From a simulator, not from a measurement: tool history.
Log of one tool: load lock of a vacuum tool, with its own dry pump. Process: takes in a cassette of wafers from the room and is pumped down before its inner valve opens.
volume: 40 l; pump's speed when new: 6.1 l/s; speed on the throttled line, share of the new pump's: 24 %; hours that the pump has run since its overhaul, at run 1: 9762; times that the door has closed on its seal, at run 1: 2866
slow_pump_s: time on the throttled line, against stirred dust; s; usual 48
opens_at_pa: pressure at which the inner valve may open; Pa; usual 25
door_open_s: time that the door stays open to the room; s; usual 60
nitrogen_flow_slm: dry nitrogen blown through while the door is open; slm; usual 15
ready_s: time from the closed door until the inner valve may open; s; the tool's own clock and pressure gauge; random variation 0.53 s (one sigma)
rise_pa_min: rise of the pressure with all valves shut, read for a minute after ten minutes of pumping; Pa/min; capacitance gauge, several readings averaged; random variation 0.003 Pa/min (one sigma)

run    hour  slow_pump_s  opens_at_pa  door_open_s  nitrogen_flow_slm  hours that the pump has run since its overhaul  times that the door has closed on its seal  incoming humidity of the room's air, %  ready_s  rise_pa_min
  1     0.0           48           25           60                 15                                            9762                                        2866                                    42.4     96.8        0.036
  2   277.8           48           25           60                 15                                           10040                                        3259                                    43.6     96.3        0.040
  3   412.8           48           25           60                 15                                           10175                                        3449                                    43.7     97.1        0.037
  4   611.8           48           25           60                 15                                           10374                                        3730                                    42.7     97.0        0.045
  5   817.3           48           25           60                  7                                           10579                                        4021                                    47.0     96.6        0.053
  6   980.5           48           25           60                  7                                           10743                                        4251                                    41.7     98.1        0.050
  7  1192.1           26           45           60                 15                                           10954                                        4550                                    45.6     78.2        0.044
  8  1428.5           45           45          214                 18                                           11191                                        4884                                    42.4     92.4        0.073
  9  1623.3           48           28           60                 23                                           11385                                        5159                                    47.8     97.1        0.051
 10  1876.8           48           28           60                 23                                           11639                                        5517                                    44.5     98.5        0.049
 11  2061.7           62           43           40                 26                                           11824                                        5778                                    44.7    105.2        0.043
 12  2246.2           62           43           40                 26                                           12008                                        6039                                    43.5    105.1        0.046

Forecast each of these 4 alternatives for the next run:
  A  2377.2           71           22           40                 26                                           12139                                        6224                                    44.2        ?            ?
  B  2377.2           89           43          214                 18                                           12139                                        6224                                    45.2        ?            ?
  C  2377.2           60           25           74                 15                                           12139                                        6224                                    45.2        ?            ?
  D  2377.2           48           19           60                 15                                           12139                                        6224                                    43.0        ?            ?

run  ready_s  rise_pa_min
  A    117.5        0.047
  B    123.9        0.080
  C    107.8        0.061
  D    100.9        0.059
Without the tool's hidden state the same runs would have given:
run  ready_s  rise_pa_min
  A    111.0        0.014
  B    118.9        0.048
  C    100.9        0.028
  D     93.4        0.027
